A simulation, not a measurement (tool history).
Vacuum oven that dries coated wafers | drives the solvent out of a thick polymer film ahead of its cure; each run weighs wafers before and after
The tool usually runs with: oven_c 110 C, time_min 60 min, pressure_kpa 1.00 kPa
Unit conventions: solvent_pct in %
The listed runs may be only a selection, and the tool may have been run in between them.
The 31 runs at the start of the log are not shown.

run,hour,oven_c,time_min,pressure_kpa,solvent_pct
32,767.7,110,53,1.32,1.53
33,790.5,123,43,0.93,0.38
34,821.9,118,43,0.93,0.69
35,840.2,118,43,0.93,0.73
36,874.3,118,43,0.93,0.68
37,892.5,118,43,0.93,0.76
38,926.6,118,43,0.93,0.75
39,960.8,118,62,0.93,0.47
40,976.1,110,105,0.85,0.67
41,1008.5,118,71,0.85,0.53
42,1023.9,118,31,1.88,1.60
43,1051.6,111,40,3.14,2.92
44,1070.1,100,56,0.62,3.67
45,1088.2,100,56,0.62,3.69
46,1110.4,120,104,1.00,0.46
47,1146.3,120,104,1.00,0.51
48,1182.2,113,59,1.00,0.90

Predict each of these 3 candidate next runs independently; none follows another, all start after run 48:
A,1217.1,101,76,1.11,?
B,1217.1,117,59,1.71,?
C,1217.1,103,39,0.56,?

run,solvent_pct
A,2.54
B,0.85
C,4.38
What these runs would have given with no unlogged condition in the tool:
run,solvent_pct
A,2.04
B,0.62
C,3.85
